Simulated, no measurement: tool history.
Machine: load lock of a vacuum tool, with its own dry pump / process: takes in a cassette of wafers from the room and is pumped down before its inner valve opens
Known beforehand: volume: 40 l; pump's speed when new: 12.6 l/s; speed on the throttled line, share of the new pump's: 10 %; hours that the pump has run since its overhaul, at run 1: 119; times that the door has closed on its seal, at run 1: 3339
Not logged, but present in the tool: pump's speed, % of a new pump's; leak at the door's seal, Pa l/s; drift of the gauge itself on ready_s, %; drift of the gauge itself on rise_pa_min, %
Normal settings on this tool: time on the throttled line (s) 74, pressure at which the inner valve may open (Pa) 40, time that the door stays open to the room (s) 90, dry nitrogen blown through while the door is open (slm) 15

run    hour  time on the throttled line (s)  pressure at which the inner valve may open (Pa)  time that the door stays open to the room (s)  dry nitrogen blown through while the door is open (slm)  hours that the pump has run since its overhaul  times that the door has closed on its seal  incoming humidity of the room's air, %  time from the closed door until the inner valve may open (s)  rise of the pressure with all valves shut (Pa/min)
  1     0.0                              74                                               40                                             90                                                       15                                             119                                        3339                                    42.1                                                          91.8                                               0.025
  2    53.6                              74                                               40                                             90                                                       15                                             172                                        3527                                    48.7                                                          91.9                                               0.030
  3   145.8                              74                                               40                                            170                                                       15                                             265                                        3852                                    44.2                                                          91.6                                               0.043
  4   220.6                              74                                               40                                            170                                                       15                                             340                                        4116                                    43.2                                                          91.7                                               0.030
  5   299.7                              74                                               40                                             90                                                       15                                             419                                        4394                                    43.3                                                          92.0                                               0.025
  6   363.8                              74                                               40                                             90                                                       15                                             483                                        4620                                    41.8                                                          91.6                                               0.030
  7   420.2                              74                                               40                                             90                                                        4                                             539                                        4819                                    41.7                                                          91.9                                               0.033
  8   504.4                              74                                               40                                             90                                                       19                                             623                                        5115                                    46.5                                                          92.4                                               0.024
  9   565.4                              79                                               40                                             90                                                       15                                             684                                        5330                                    44.3                                                          96.7                                               0.023
 10   620.2                              79                                               40                                             90                                                       15                                             739                                        5523                                    42.5                                                          96.0                                               0.029
 11   674.2                              74                                               40                                             90                                                       15                                             793                                        5713                                    48.8                                                          91.3                                               0.024
 12   762.5                              74                                               40                                             90                                                       15                                             881                                        6024                                    46.6                                                          91.5                                               0.026
 13   858.2                              74                                               40                                             90                                                       15                                             977                                        6361                                    46.0                                                          91.9                                               0.026
 14   915.9                              93                                               40                                             90                                                       15                                            1035                                        6564                                    44.6                                                         108.5                                               0.029
 15   977.7                              74                                               40                                             90                                                        7                                            1097                                        6782                                    41.7                                                          91.8                                               0.025
 16  1037.3                              74                                               40                                             90                                                        7                                            1156                                        6992                                    46.3                                                          92.0                                               0.032
 17  1122.3                              74                                               40                                             90                                                        7                                            1241                                        7291                                    45.9                                                          91.7                                               0.036
 18  1208.0                              74                                               40                                             90                                                        7                                            1327                                        7593                                    45.0                                                          91.7                                               0.032
 19  1297.4                              74                                               40                                             61                                                       15                                            1416                                        7908                                    44.7                                                          92.0                                               0.018
 20  1359.0                              74                                               40                                             61                                                       15                                            1478                                        8125                                    45.1                                                          91.5                                               0.025
 21  1434.0                              74                                               40                                             61                                                       15                                            1553                                        8389                                    43.6                                                          91.3                                               0.023
 22  1532.9                              74                                               40                                            103                                                       15                                            1652                                        8737                                    42.4                                                          92.0                                               0.027
 23  1590.3                              74                                               40                                            103                                                       15                                            1709                                        8939                                    46.4                                                          92.4                                               0.031
 24  1667.4                              96                                               40                                             36                                                       19                                            1786                                        9211                                    43.9                                                         111.4                                               0.012
 25  1744.8                              62                                               40                                            220                                                        5                                            1864                                        9484                                    44.7                                                          81.1                                               0.063
 26  1810.1                              62                                               40                                            220                                                        5                                            1929                                        9713                                    42.6                                                          80.9                                               0.053
 27  1892.4                              74                                               75                                             49                                                       12                                            2011                                       10004                                    42.3                                                          90.1                                               0.017
 28  1936.9                             103                                               71                                             54                                                       32                                            2056                                       10160                                    44.4                                                         115.8                                               0.009
 29  2031.0                              87                                               34                                             98                                                       14                                            2150                                       10492                                    43.1                                                         104.2                                               0.024
 30  2107.2                              87                                               34                                             98                                                       14                                            2226                                       10760                                    42.4                                                         104.5                                               0.027
 31  2194.9                              76                                               72                                            165                                                       25                                            2314                                       11069                                    45.9                                                          91.2                                               0.033
 32  2241.8                              75                                               46                                             98                                                        5                                            2361                                       11234                                    47.1                                                          92.2                                               0.039
 33  2323.2                              59                                               65                                             90                                                       15                                            2442                                       11521                                    43.9                                                          76.6                                               0.025
 34  2406.0                              59                                               65                                             90                                                       15                                            2525                                       11812                                    44.5                                                          76.8                                               0.029
 35  2481.1                              59                                               65                                             90                                                       15                                            2600                                       12077                                    44.7                                                          76.5                                               0.023
 36  2571.3                              59                                               65                                             90                                                       15                                            2690                                       12395                                    43.9                                                          77.1                                               0.026
 37  2618.6                              90                                               40                                            163                                                       15                                            2737                                       12561                                    45.1                                                         106.2                                               0.039
 38  2687.1                              90                                               40                                            163                                                       15                                            2806                                       12802                                    43.8                                                         106.0                                               0.036

Below are 3 alternative next runs, each starting from the tool's condition after run 38. Predict each:
  A  2734.7                              95                                               80                                            163                                                       33                                            2854                                       12970                                    46.6                                                             ?                                                   ?
  B  2734.7                              90                                               46                                            152                                                       13                                            2854                                       12970                                    47.5                                                             ?                                                   ?
  C  2734.7                              74                                               28                                             90                                                       44                                            2854                                       12970                                    46.8                                                             ?                                                   ?

run  time from the closed door until the inner valve may open (s)  rise of the pressure with all valves shut (Pa/min)
  A                                                         108.5                                               0.028
  B                                                         105.4                                               0.035
  C                                                          92.6                                               0.021
Stripped of hidden state, with their random variation kept, the same runs would have yielded:
run  time from the closed door until the inner valve may open (s)  rise of the pressure with all valves shut (Pa/min)
  A                                                         108.5                                               0.027
  B                                                         105.4                                               0.035
  C                                                          92.6                                               0.020
